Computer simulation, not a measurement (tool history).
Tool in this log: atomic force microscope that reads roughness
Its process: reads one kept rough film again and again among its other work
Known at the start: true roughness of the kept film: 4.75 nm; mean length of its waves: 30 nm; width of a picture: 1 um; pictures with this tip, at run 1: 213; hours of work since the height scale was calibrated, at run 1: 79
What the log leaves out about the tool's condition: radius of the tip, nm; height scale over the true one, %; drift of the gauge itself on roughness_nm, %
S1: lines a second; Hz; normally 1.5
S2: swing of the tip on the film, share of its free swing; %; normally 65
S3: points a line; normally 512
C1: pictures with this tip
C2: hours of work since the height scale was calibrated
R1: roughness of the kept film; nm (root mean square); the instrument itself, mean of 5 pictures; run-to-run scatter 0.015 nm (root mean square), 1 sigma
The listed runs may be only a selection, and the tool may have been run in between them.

run 1 hour=0 | S1=1.5 S2=65 S3=512 | C1=213 C2=79 | R1=2.821
run 2 hour=13 | S1=1.5 S2=65 S3=512 | C1=230 C2=86 | R1=2.751
run 3 hour=29.5 | S1=1.5 S2=65 S3=512 | C1=251 C2=95 | R1=2.708
run 4 hour=41 | S1=1.5 S2=65 S3=512 | C1=265 C2=102 | R1=2.681
run 5 hour=49.9 | S1=1.5 S2=65 S3=512 | C1=277 C2=106 | R1=2.617
run 6 hour=56.6 | S1=1.5 S2=65 S3=737 | C1=285 C2=110 | R1=2.598
run 7 hour=70.1 | S1=1.5 S2=65 S3=737 | C1=302 C2=117 | R1=2.581
run 8 hour=80.7 | S1=1.5 S2=65 S3=308 | C1=316 C2=123 | R1=2.504
run 9 hour=88.8 | S1=1.5 S2=65 S3=308 | C1=326 C2=128 | R1=2.486
run 10 hour=101.6 | S1=1.5 S2=65 S3=308 | C1=342 C2=135 | R1=2.441
-- hour=106.1 new tip fitted
run 11 hour=118 | S1=1.5 S2=65 S3=512 | C1=15 C2=143 | R1=3.531
run 12 hour=125.5 | S1=1.5 S2=66 S3=512 | C1=24 C2=147 | R1=3.44
run 13 hour=133.1 | S1=1.5 S2=55 S3=512 | C1=34 C2=152 | R1=3.531

Run 14 is up next; what results do you expect?
-- hour=135 height scale calibrated on a step standard
run 14 hour=148.1 | S1=2.54 S2=69 S3=512 | C1=52 C2=7 | R1=?

{"run 14": {"R1": 3.093}}
If the tool had no hidden condition, the same run with the same run-to-run variation would have returned R1 3.362 nm (root mean square).
